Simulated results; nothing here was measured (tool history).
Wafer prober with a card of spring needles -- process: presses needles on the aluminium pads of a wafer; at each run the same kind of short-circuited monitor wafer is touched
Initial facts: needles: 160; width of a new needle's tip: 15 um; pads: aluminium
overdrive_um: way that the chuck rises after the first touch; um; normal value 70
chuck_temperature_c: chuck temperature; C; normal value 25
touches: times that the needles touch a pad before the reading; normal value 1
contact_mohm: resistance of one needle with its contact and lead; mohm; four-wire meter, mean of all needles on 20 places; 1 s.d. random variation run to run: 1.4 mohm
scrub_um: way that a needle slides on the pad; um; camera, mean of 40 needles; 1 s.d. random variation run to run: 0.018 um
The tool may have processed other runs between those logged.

Run 1, hour 0.0: usual settings. Result: contact_mohm 217 mohm, scrub_um 10.99 um.
At hour 5.1: tips cleaned on abrasive film.
At hour 31.0: tips cleaned on abrasive film.
Run 2, hour 31.8: usual settings but overdrive_um 79 um. Result: contact_mohm 140 mohm, scrub_um 12.43 um.
Run 3, hour 49.0: usual settings. Result: contact_mohm 211 mohm, scrub_um 10.96 um.
At hour 52.4: height of the first contact set anew.
At hour 57.4: tips cleaned on abrasive film.
At hour 83.0: tips cleaned on abrasive film.
Run 4, hour 83.7: usual settings. Result: contact_mohm 142 mohm, scrub_um 10.67 um.
At hour 105.4: height of the first contact set anew, once more.
At hour 108.0: tips cleaned on abrasive film.
Run 5, hour 108.9: usual settings. Result: contact_mohm 147 mohm, scrub_um 11.33 um.
Run 6, hour 131.8: usual settings but overdrive_um 77 um. Result: contact_mohm 202 mohm, scrub_um 12.50 um.
At hour 134.0: tips cleaned on abrasive film.
Run 7, hour 157.9: usual settings. Result: contact_mohm 217 mohm, scrub_um 11.29 um.
At hour 160.0: tips cleaned on abrasive film.
At hour 186.2: tips cleaned on abrasive film.
Run 8, hour 193.3: usual settings. Result: contact_mohm 183 mohm, scrub_um 11.27 um.
At hour 211.8: tips cleaned on abrasive film.
Run 9, hour 213.4: usual settings but chuck_temperature_c 32 C. Result: contact_mohm 152 mohm, scrub_um 11.26 um.
Run 10, hour 235.7: usual settings but overdrive_um 81 um, chuck_temperature_c 48 C, touches 2. Result: contact_mohm 170 mohm, scrub_um 13.06 um.

Run 11 is up next; what results do you expect?
At hour 238.6: tips cleaned on abrasive film.
At hour 264.1: tips cleaned on abrasive film.
Run 11, hour 267.8: usual settings but overdrive_um 84 um, chuck_temperature_c 48 C, touches 2. Result: contact_mohm ?, scrub_um ?.

contact_mohm: 148 mohm
scrub_um: 13.52 um
Without the tool's hidden state the same run would have given contact_mohm 131 mohm, scrub_um 13.64 um.
